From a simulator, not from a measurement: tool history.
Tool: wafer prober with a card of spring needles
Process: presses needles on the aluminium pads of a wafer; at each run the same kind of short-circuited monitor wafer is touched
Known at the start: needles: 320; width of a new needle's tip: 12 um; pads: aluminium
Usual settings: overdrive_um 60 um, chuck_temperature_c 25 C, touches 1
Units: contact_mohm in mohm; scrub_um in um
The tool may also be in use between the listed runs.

run   hour  overdrive_um  chuck_temperature_c  touches  contact_mohm  scrub_um
  1    0.0            60                   25        1           330     11.13
       5.5  -- tips cleaned on abrasive film
      13.9  -- tips cleaned on abrasive film
      23.6  -- tips cleaned on abrasive film
  2   29.9            66                   25        1           368     12.10
      32.0  -- tips cleaned on abrasive film
      41.4  -- tips cleaned on abrasive film
      51.6  -- tips cleaned on abrasive film
  3   54.7            65                   25        1           314     11.90
      60.6  -- tips cleaned on abrasive film
      70.4  -- tips cleaned on abrasive film
  4   75.8            60                   25        1           392     10.93
      79.7  -- tips cleaned on abrasive film
      89.3  -- tips cleaned on abrasive film
      98.6  -- tips cleaned on abrasive film
     107.7  -- tips cleaned on abrasive film
  5  107.9            60                   25        1           238     10.96
     117.8  -- tips cleaned on abrasive film
     126.3  -- tips cleaned on abrasive film
  6  126.3            60                   25        1           221     10.99
     130.1  -- height of the first contact set anew
     135.9  -- tips cleaned on abrasive film
  7  141.5            60                   25        1           368     11.35
     145.7  -- tips cleaned on abrasive film
     155.7  -- tips cleaned on abrasive film
     166.0  -- tips cleaned on abrasive film
  8  169.2            60                   25        1           329     11.50
     175.0  -- tips cleaned on abrasive film
     185.1  -- tips cleaned on abrasive film
     194.5  -- tips cleaned on abrasive film
  9  196.7            60                   68        1           312     11.36
     202.6  -- tips cleaned on abrasive film, once more
     212.7  -- tips cleaned on abrasive film
     222.8  -- tips cleaned on abrasive film
 10  228.6            60                   25        1           380     11.35
     232.8  -- tips cleaned on abrasive film
     242.8  -- tips cleaned on abrasive film
 11  244.7            60                   58        1           298     11.18
     252.7  -- tips cleaned on abrasive film
     262.5  -- tips cleaned on abrasive film
 12  267.1            60                   58        1           358     11.27
     271.4  -- tips cleaned on abrasive film
     281.3  -- tips cleaned on abrasive film
 13  288.0            60                   25        1           396     11.16
     290.2  -- tips cleaned on abrasive film
     300.1  -- tips cleaned on abrasive film
 14  303.1            60                   26        1           342     11.17
     309.3  -- tips cleaned on abrasive film
     318.5  -- tips cleaned on abrasive film
 15  319.8            60                   26        1           270     11.23
     327.6  -- tips cleaned on abrasive film
     336.4  -- tips cleaned on abrasive film
 16  343.8            42                  113        1           590      7.84
     345.7  -- tips cleaned on abrasive film
     354.3  -- tips cleaned on abrasive film
     364.8  -- tips cleaned on abrasive film
     374.4  -- tips cleaned on abrasive film
 17  376.7            42                  113        1           436      7.76
     383.0  -- tips cleaned on abrasive film
     392.4  -- tips cleaned on abrasive film
 18  398.6            42                  113        1           576      7.64
     402.7  -- tips cleaned on abrasive film
     412.5  -- tips cleaned on abrasive film
 19  414.0            42                  113        1           367      7.63
     422.3  -- tips cleaned on abrasive film
     431.0  -- tips cleaned on abrasive film
 20  432.5            42                  113        1           404      7.61
     440.5  -- tips cleaned on abrasive film
     450.3  -- tips cleaned on abrasive film
     459.0  -- tips cleaned on abrasive film
 21  460.4            75                   26        2           235     13.91
     468.8  -- tips cleaned on abrasive film
     469.1  -- height of the first contact set anew
     478.5  -- tips cleaned on abrasive film
 22  483.3            75                   27        2           265     14.30
     487.6  -- tips cleaned on abrasive film
     497.5  -- tips cleaned on abrasive film
     506.6  -- tips cleaned on abrasive film
 23  509.4            75                   86        2           263     14.20
     515.6  -- tips cleaned on abrasive film
     525.4  -- tips cleaned on abrasive film
 24  526.9            48                   86        2           286      9.15
     534.8  -- tips cleaned on abrasive film
     544.6  -- tips cleaned on abrasive film
 25  545.3            59                   96        1           275     11.25
     553.7  -- tips cleaned on abrasive film
     563.7  -- tips cleaned on abrasive film
     573.2  -- tips cleaned on abrasive film
 26  576.3            59                  117        1           342     11.04
     582.7  -- tips cleaned on abrasive film
     592.9  -- tips cleaned on abrasive film
 27  593.5            55                   67        1           280     10.37
     602.0  -- tips cleaned on abrasive film
     612.5  -- tips cleaned on abrasive film
 28  619.1            55                   67        1           450     10.21

The same runs without the tool's hidden state, with the same run-to-run variation:
The hidden state here: debris on the tips, nm; way that the needles fall short of the set height, um; tips' diameter, um; drift of the gauge itself on contact_mohm, %; drift of the gauge itself on scrub_um, %.
run  contact_mohm  scrub_um
  1           202     11.39
  2           203     12.55
  3           199     12.39
  4           202     11.45
  5           199     11.54
  6           199     11.59
  7           200     11.37
  8           201     11.55
  9           212     11.46
 10           205     11.47
 11           212     11.33
 12           210     11.44
 13           203     11.35
 14           205     11.39
 15           201     11.47
 16           236      8.11
 17           236      8.08
 18           235      7.98
 19           232      7.99
 20           231      8.01
 21           197     14.34
 22           197     14.32
 23           212     14.25
 24           223      9.23
 25           221     11.35
 26           225     11.18
 27           221     10.53
 28           213     10.40
